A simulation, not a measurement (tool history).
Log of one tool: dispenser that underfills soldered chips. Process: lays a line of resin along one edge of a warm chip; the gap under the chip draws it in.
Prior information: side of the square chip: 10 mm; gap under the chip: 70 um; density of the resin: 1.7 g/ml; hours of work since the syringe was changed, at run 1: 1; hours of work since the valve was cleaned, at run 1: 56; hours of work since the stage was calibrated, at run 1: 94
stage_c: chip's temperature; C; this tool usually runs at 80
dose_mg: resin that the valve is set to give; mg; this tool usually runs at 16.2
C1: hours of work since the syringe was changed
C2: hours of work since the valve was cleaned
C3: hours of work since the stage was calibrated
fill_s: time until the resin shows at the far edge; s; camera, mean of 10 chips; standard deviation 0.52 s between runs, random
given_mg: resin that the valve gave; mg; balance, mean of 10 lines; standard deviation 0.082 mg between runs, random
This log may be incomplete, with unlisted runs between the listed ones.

{"run": 1, "hour": 0.0, "stage_c": 80, "dose_mg": 16.2, "C1": 1, "C2": 56, "C3": 94, "fill_s": 44.2, "given_mg": 15.4}
{"hour": 3.5, "done": "dispensing valve cleaned and set on the balance"}
{"run": 2, "hour": 5.7, "stage_c": 80, "dose_mg": 16.2, "C1": 4, "C2": 1, "C3": 97, "fill_s": 51.4, "given_mg": 16.21}
{"hour": 12.3, "done": "new syringe of resin"}
{"run": 3, "hour": 12.5, "stage_c": 80, "dose_mg": 16.2, "C1": 0, "C2": 5, "C3": 101, "fill_s": 42.6, "given_mg": 16.13}
{"run": 4, "hour": 18.2, "stage_c": 80, "dose_mg": 14.7, "C1": 4, "C2": 9, "C3": 104, "fill_s": 54.4, "given_mg": 14.46}
{"hour": 24.9, "done": "new syringe of resin"}
{"run": 5, "hour": 26.5, "stage_c": 80, "dose_mg": 14.7, "C1": 1, "C2": 14, "C3": 109, "fill_s": 46.8, "given_mg": 14.6}
{"run": 6, "hour": 35.6, "stage_c": 80, "dose_mg": 14.7, "C1": 7, "C2": 20, "C3": 115, "fill_s": 66.3, "given_mg": 14.46}
{"hour": 37.8, "done": "new syringe of resin"}
{"run": 7, "hour": 46.0, "stage_c": 80, "dose_mg": 14.7, "C1": 5, "C2": 26, "C3": 121, "fill_s": 58.5, "given_mg": 14.41}
{"hour": 51.2, "done": "new syringe of resin"}
{"run": 8, "hour": 53.5, "stage_c": 71, "dose_mg": 16.2, "C1": 1, "C2": 30, "C3": 126, "fill_s": 67.7, "given_mg": 15.68}
{"run": 9, "hour": 60.3, "stage_c": 71, "dose_mg": 16.2, "C1": 6, "C2": 35, "C3": 130, "fill_s": 87.0, "given_mg": 15.64}
{"hour": 64.5, "done": "new syringe of resin"}
{"run": 10, "hour": 67.3, "stage_c": 71, "dose_mg": 16.2, "C1": 2, "C2": 39, "C3": 134, "fill_s": 66.8, "given_mg": 15.7}
{"run": 11, "hour": 75.9, "stage_c": 80, "dose_mg": 16.2, "C1": 7, "C2": 44, "C3": 140, "fill_s": 61.3, "given_mg": 15.67}
{"hour": 77.9, "done": "new syringe of resin"}
{"run": 12, "hour": 85.8, "stage_c": 80, "dose_mg": 16.2, "C1": 5, "C2": 50, "C3": 146, "fill_s": 54.9, "given_mg": 15.75}
{"hour": 90.6, "done": "new syringe of resin"}
{"run": 13, "hour": 95.1, "stage_c": 80, "dose_mg": 15.2, "C1": 3, "C2": 56, "C3": 151, "fill_s": 49.4, "given_mg": 14.46}
{"hour": 99.4, "done": "dispensing valve cleaned and set on the balance"}
{"run": 14, "hour": 101.3, "stage_c": 80, "dose_mg": 15.2, "C1": 6, "C2": 1, "C3": 154, "fill_s": 58.1, "given_mg": 15.11}
{"hour": 104.4, "done": "new syringe of resin"}
{"run": 15, "hour": 105.8, "stage_c": 80, "dose_mg": 15.2, "C1": 1, "C2": 4, "C3": 157, "fill_s": 43.7, "given_mg": 15.16}
{"run": 16, "hour": 111.9, "stage_c": 73, "dose_mg": 15.2, "C1": 5, "C2": 8, "C3": 161, "fill_s": 73.4, "given_mg": 15.12}
{"hour": 117.2, "done": "new syringe of resin"}
{"run": 17, "hour": 121.4, "stage_c": 68, "dose_mg": 14.0, "C1": 3, "C2": 13, "C3": 167, "fill_s": 85.3, "given_mg": 13.93}
{"run": 18, "hour": 126.5, "stage_c": 82, "dose_mg": 16.8, "C1": 6, "C2": 17, "C3": 170, "fill_s": 51.8, "given_mg": 16.53}
{"hour": 130.2, "done": "new syringe of resin"}
{"run": 19, "hour": 132.3, "stage_c": 82, "dose_mg": 16.8, "C1": 1, "C2": 20, "C3": 173, "fill_s": 40.3, "given_mg": 16.5}
{"hour": 142.8, "done": "new syringe of resin"}
{"run": 20, "hour": 142.8, "stage_c": 90, "dose_mg": 16.2, "C1": 0, "C2": 26, "C3": 180, "fill_s": 26.3, "given_mg": 15.84}
{"run": 21, "hour": 148.6, "stage_c": 90, "dose_mg": 16.2, "C1": 4, "C2": 30, "C3": 183, "fill_s": 33.3, "given_mg": 15.81}
{"hour": 156.2, "done": "new syringe of resin"}
{"run": 22, "hour": 159.4, "stage_c": 72, "dose_mg": 14.1, "C1": 2, "C2": 36, "C3": 190, "fill_s": 68.7, "given_mg": 13.69}
{"run": 23, "hour": 164.4, "stage_c": 76, "dose_mg": 15.9, "C1": 5, "C2": 40, "C3": 193, "fill_s": 65.7, "given_mg": 15.33}
{"hour": 169.1, "done": "new syringe of resin"}
{"run": 24, "hour": 169.6, "stage_c": 78, "dose_mg": 13.9, "C1": 0, "C2": 43, "C3": 196, "fill_s": 48.7, "given_mg": 13.41}
{"run": 25, "hour": 178.4, "stage_c": 77, "dose_mg": 19.3, "C1": 6, "C2": 48, "C3": 201, "fill_s": 63.3, "given_mg": 18.53}
{"hour": 182.3, "done": "new syringe of resin"}
{"run": 26, "hour": 189.1, "stage_c": 77, "dose_mg": 19.3, "C1": 4, "C2": 55, "C3": 208, "fill_s": 56.4, "given_mg": 18.32}
{"hour": 195.1, "done": "dispensing valve cleaned and set on the balance"}
{"hour": 196.3, "done": "new syringe of resin"}
{"run": 27, "hour": 197.1, "stage_c": 77, "dose_mg": 16.7, "C1": 0, "C2": 1, "C3": 212, "fill_s": 46.8, "given_mg": 16.61}
{"run": 28, "hour": 206.0, "stage_c": 77, "dose_mg": 16.7, "C1": 6, "C2": 7, "C3": 218, "fill_s": 65.2, "given_mg": 16.7}
{"hour": 209.2, "done": "new syringe of resin"}
{"run": 29, "hour": 213.6, "stage_c": 95, "dose_mg": 16.4, "C1": 3, "C2": 11, "C3": 222, "fill_s": 24.2, "given_mg": 16.18}
{"hour": 222.2, "done": "new syringe of resin"}
{"run": 30, "hour": 223.1, "stage_c": 81, "dose_mg": 21.0, "C1": 1, "C2": 17, "C3": 228, "fill_s": 37.6, "given_mg": 20.63}
{"run": 31, "hour": 230.0, "stage_c": 87, "dose_mg": 16.2, "C1": 5, "C2": 21, "C3": 232, "fill_s": 38.7, "given_mg": 15.79}

Run by run, hidden condition taken away, random variation retained:
What the log doesn't record here: resin's viscosity, % of fresh resin's; dose that the valve gives, % of what is set; true chip temperature over the reading, C; drift of the gauge itself on fill_s, %; drift of the gauge itself on given_mg, %.
run=1 fill_s=42.6 given_mg=16.19
run=2 fill_s=42.3 given_mg=16.22
run=3 fill_s=42.8 given_mg=16.19
run=4 fill_s=44.2 given_mg=14.56
run=5 fill_s=44.4 given_mg=14.76
run=6 fill_s=45.1 given_mg=14.68
run=7 fill_s=44.3 given_mg=14.71
run=8 fill_s=64.1 given_mg=16.07
run=9 fill_s=64.1 given_mg=16.09
run=10 fill_s=63.5 given_mg=16.20
run=11 fill_s=42.5 given_mg=16.25
run=12 fill_s=42.4 given_mg=16.41
run=13 fill_s=43.7 given_mg=15.14
run=14 fill_s=43.2 given_mg=15.15
run=15 fill_s=43.5 given_mg=15.24
run=16 fill_s=58.7 given_mg=15.24
run=17 fill_s=77.1 given_mg=14.10
run=18 fill_s=38.7 given_mg=16.78
run=19 fill_s=38.6 given_mg=16.80
run=20 fill_s=27.3 given_mg=16.22
run=21 fill_s=28.0 given_mg=16.23
run=22 fill_s=64.0 given_mg=14.14
run=23 fill_s=51.0 given_mg=15.88
run=24 fill_s=49.4 given_mg=13.93
run=25 fill_s=47.0 given_mg=19.34
run=26 fill_s=46.7 given_mg=19.23
run=27 fill_s=48.8 given_mg=16.63
run=28 fill_s=49.1 given_mg=16.80
run=29 fill_s=22.0 given_mg=16.34
run=30 fill_s=39.1 given_mg=20.93
run=31 fill_s=31.2 given_mg=16.09
